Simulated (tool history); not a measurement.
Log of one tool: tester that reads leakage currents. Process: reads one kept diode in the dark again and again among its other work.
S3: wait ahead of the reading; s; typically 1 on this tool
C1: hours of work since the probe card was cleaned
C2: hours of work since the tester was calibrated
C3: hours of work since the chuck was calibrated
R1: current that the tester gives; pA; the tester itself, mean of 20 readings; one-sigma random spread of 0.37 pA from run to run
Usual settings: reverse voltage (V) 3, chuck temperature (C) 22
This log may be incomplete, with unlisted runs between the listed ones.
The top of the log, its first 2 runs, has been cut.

run 3 day=3.121 | reverse_voltage_(V)=3 chuck_temperature_(C)=22 S3=1 | C1=1818 C2=511 C3=1159 | R1=137.92
run 4 day=4.175 | reverse_voltage_(V)=3 chuck_temperature_(C)=22 S3=1 | C1=1838 C2=531 C3=1179 | R1=138.11
run 5 day=5.625 | reverse_voltage_(V)=3 chuck_temperature_(C)=22 S3=1 | C1=1866 C2=558 C3=1206 | R1=138.71
run 6 day=7.525 | reverse_voltage_(V)=3 chuck_temperature_(C)=22 S3=1 | C1=1902 C2=594 C3=1242 | R1=138.85
run 7 day=8.346 | reverse_voltage_(V)=3 chuck_temperature_(C)=22 S3=1 | C1=1917 C2=610 C3=1257 | R1=139.62
run 8 day=10.079 | reverse_voltage_(V)=3 chuck_temperature_(C)=22 S3=1 | C1=1950 C2=643 C3=1290 | R1=140.22
run 9 day=11.871 | reverse_voltage_(V)=3 chuck_temperature_(C)=22 S3=1 | C1=1984 C2=676 C3=1324 | R1=141.59
run 10 day=13.421 | reverse_voltage_(V)=3 chuck_temperature_(C)=22 S3=1 | C1=2013 C2=706 C3=1353 | R1=140.5
run 11 day=14.658 | reverse_voltage_(V)=3 chuck_temperature_(C)=22 S3=5.47 | C1=2037 C2=729 C3=1377 | R1=140.86
-- day=15.375 chuck's temperature calibrated
run 12 day=15.717 | reverse_voltage_(V)=3 chuck_temperature_(C)=22 S3=1 | C1=2055 C2=748 C3=6 | R1=125.64
run 13 day=17.242 | reverse_voltage_(V)=3 chuck_temperature_(C)=46 S3=1 | C1=2084 C2=776 C3=35 | R1=770.35
run 14 day=18.179 | reverse_voltage_(V)=3 chuck_temperature_(C)=22 S3=1 | C1=2102 C2=794 C3=53 | R1=126.62
run 15 day=19.683 | reverse_voltage_(V)=3 chuck_temperature_(C)=22 S3=1 | C1=2130 C2=823 C3=81 | R1=127.33
run 16 day=20.746 | reverse_voltage_(V)=3 chuck_temperature_(C)=50 S3=1 | C1=2150 C2=843 C3=102 | R1=1024.79
-- day=21.583 probe card cleaned and baked
run 17 day=22.342 | reverse_voltage_(V)=3 chuck_temperature_(C)=50 S3=1 | C1=14 C2=870 C3=129 | R1=1026.21
run 18 day=24.117 | reverse_voltage_(V)=3 chuck_temperature_(C)=50 S3=1 | C1=48 C2=904 C3=163 | R1=1025.24
run 19 day=25.233 | reverse_voltage_(V)=3 chuck_temperature_(C)=50 S3=0.31 | C1=69 C2=925 C3=184 | R1=1023.86
run 20 day=26.6 | reverse_voltage_(V)=3 chuck_temperature_(C)=22 S3=5.9 | C1=95 C2=951 C3=210 | R1=121.85

Estimate the outcome of run 21 from the log above:
run 21 day=28.108 | reverse_voltage_(V)=1.15 chuck_temperature_(C)=59 S3=1 | C1=123 C2=980 C3=238 | R1=?

{"run 21": {"R1": 1327.88}}
If the tool had no hidden condition, the same run with the same run-to-run variation would have returned R1 1312.41 pA.

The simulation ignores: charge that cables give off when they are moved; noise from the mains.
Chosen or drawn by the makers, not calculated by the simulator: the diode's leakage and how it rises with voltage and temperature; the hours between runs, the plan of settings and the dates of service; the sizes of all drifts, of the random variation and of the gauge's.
